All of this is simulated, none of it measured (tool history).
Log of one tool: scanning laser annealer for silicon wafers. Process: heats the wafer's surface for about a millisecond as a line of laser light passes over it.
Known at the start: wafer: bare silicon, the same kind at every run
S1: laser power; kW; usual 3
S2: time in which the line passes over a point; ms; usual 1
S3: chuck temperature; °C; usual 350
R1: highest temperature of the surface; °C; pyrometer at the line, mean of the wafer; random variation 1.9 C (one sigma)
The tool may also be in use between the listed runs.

| run | day | S1 | S2 | S3 | R1 |
|---|---|---|---|---|---|
| 1 | 0 | 3 | 1 | 350 | 1066 |
| 2 | 0.588 | 3 | 1 | 350 | 1066 |
| 3 | 1.233 | 3 | 1 | 372 | 1088 |
| 4 | 1.854 | 3 | 1 | 350 | 1065 |
| 5 | 2.562 | 2.711 | 1 | 350 | 977 |
| 6 | 3.479 | 3 | 1.21 | 350 | 1146 |
| 7 | 4.162 | 3 | 0.76 | 350 | 965 |
| 8 | 4.996 | 3 | 0.76 | 382 | 995 |
| 9 | 5.842 | 3 | 0.76 | 382 | 994 |
| 10 | 6.283 | 3 | 0.76 | 382 | 997 |
| 11 | 7.071 | 3 | 0.76 | 382 | 995 |
| 12 | 7.938 | 3 | 0.76 | 382 | 993 |
| 13 | 8.604 | 3 | 0.76 | 382 | 991 |
| 14 | 9.192 | 3 | 0.86 | 350 | 1005 |
| 15 | 9.896 | 3 | 0.86 | 350 | 1006 |
| 16 | 10.479 | 3 | 0.86 | 350 | 1005 |
| 17 | 10.908 | 2.575 | 0.86 | 315 | 852 |
| 18 | 11.342 | 2.575 | 0.86 | 359 | 899 |
| 19 | 12.275 | 3 | 0.75 | 366 | 970 |
| 20 | 12.838 | 2.613 | 0.75 | 366 | 872 |
| 21 | 13.825 | 2.613 | 0.75 | 355 | 862 |
| 22 | 14.371 | 3.22 | 0.96 | 344 | 1101 |
| 23 | 15.096 | 2.755 | 0.76 | 350 | 896 |
| 24 | 16.042 | 3.062 | 0.71 | 313 | 911 |
| 25 | 17.025 | 2.661 | 1.18 | 355 | 1024 |
| 26 | 17.638 | 2.661 | 1.18 | 355 | 1020 |
| 27 | 18.496 | 2.918 | 0.84 | 321 | 941 |
| 28 | 18.942 | 3.224 | 1.18 | 336 | 1186 |
| 29 | 19.821 | 2.909 | 0.82 | 336 | 944 |
| 30 | 20.812 | 2.791 | 0.92 | 350 | 964 |
| 31 | 21.758 | 3.109 | 0.92 | 367 | 1074 |
| 32 | 22.617 | 3.109 | 0.92 | 367 | 1072 |

Hidden state or all else? Some run-to-run changes of R1, split into what the settings, what came in and random variation would give without the hidden state, and what is left for the hidden state (with any gauge scatter that isn't in both results):
The hidden state here: light that passes the window, % of a clean one's; laser's true power over the reading, %; width of the line over the set one, %; drift of the gauge itself on peak_c, C.
Run 21 -> 22: S1 2.613 -> 3.22, S2 0.75 -> 0.96, S3 355 -> 344. R1 +239 °C: hidden state -9, all else +248.
Run 27 -> 28: S1 2.918 -> 3.224, S2 0.84 -> 1.18, S3 321 -> 336. R1 +245 °C: hidden state -9, all else +254.
Run 28 -> 29: S1 3.224 -> 2.909, S2 1.18 -> 0.82. R1 -242 °C: hidden state +10, all else -252.
